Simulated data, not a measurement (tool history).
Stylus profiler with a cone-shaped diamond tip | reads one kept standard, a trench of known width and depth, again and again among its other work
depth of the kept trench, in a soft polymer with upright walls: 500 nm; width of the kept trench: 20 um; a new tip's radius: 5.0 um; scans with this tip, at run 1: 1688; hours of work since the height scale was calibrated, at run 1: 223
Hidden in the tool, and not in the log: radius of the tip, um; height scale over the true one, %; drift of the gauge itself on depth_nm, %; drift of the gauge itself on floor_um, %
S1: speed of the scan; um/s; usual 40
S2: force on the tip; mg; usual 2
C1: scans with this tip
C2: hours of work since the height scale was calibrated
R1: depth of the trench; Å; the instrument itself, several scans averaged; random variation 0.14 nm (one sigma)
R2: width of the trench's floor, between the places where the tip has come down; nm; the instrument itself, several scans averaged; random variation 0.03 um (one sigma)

run	day	S1	S2	C1	C2	R1	R2
1	0	40	2	1688	223	5055.6	15060
2	0.579	11	2	1757	232	5055.4	15250
3	1.2	11	2	1832	242	5055.8	15220
4	1.767	11	2	1900	251	5056.2	15200
5	2.079	11	1.83	1937	256	5051.6	15190
6	2.721	11	1.41	2014	266	5043.7	15160
7	3.325	59	1.41	2086	276	5045.2	14900
8	4.021	59	1.56	2170	287	5049.1	14910
9	4.508	59	1.56	2228	295	5050.1	14870
10	5.092	59	1.56	2298	304	5047.7	14840
11	5.458	59	1.56	2342	310	5047.8	14880
12	5.892	70	1.56	2393	316	5047.8	14730
13	6.346	40	5.05	2448	324	5107.3	14990
14	6.746	62	5.05	2495	330	5103.7	14930
15	7.183	40	2	2548	337	5057.5	14920
16	7.717	40	2	2612	345	5057.4	14930
17	8.279	40	2	2679	354	5053	14890
18	8.608	40	2	2719	360	5056.6	14890
19	9.238	40	2	2794	369	5056.8	14890
20	9.917	123	1.86	2875	380	5051.4	14450
21	10.338	30	0.9	2926	387	5031.7	14870
22	10.692	30	0.9	2968	392	5033.1	14720
23	11.083	11	1.15	3015	399	5038.3	14960
24	11.533	30	2.71	3069	406	5065.9	14940
25	12.004	30	2.71	3125	413	5067.8	14860
26	12.446	12	2	3178	420	5056.5	14930
27	13.058	12	2	3251	430	5055.6	14910
28	13.354	11	0.79	3287	435	5028.2	14860
29	14.05	79	0.73	3370	446	5026.1	14380
30	14.488	40	0.88	3422	453	5029	14630
31	15.012	31	1.24	3485	461	5040.9	14740
32	15.379	46	3.25	3529	467	5074.2	14740
33	15.917	120	2.33	3593	475	5059.9	14440
34	16.321	120	2.33	3641	482	5062.7	14440
35	16.712	91	2.17	3689	488	5058.1	14450
36	17.162	91	2.17	3743	495	5056.8	14470
37	17.746	91	2.17	3812	504	5057.5	14470
38	18.138	91	2.17	3859	510	5058	14450

5 ways to go on from here, each from the tool as it stands after run 38. What would each give?
A	18.704	10	0.67	3927	519	?	?
B	18.704	30	2.17	3927	519	?	?
C	18.704	22	2	3927	519	?	?
D	18.704	10	5.81	3927	519	?	?
E	18.704	43	2.94	3927	519	?	?

run	R1	R2
A	5028.8	14730
B	5059.1	14700
C	5052.9	14740
D	5112.2	14810
E	5068.8	14690
Without the tool's hidden state the same runs would have given:
run	R1	R2
A	5031.3	15530
B	5061.7	15500
C	5055.6	15550
D	5114.8	15610
E	5071.4	15490
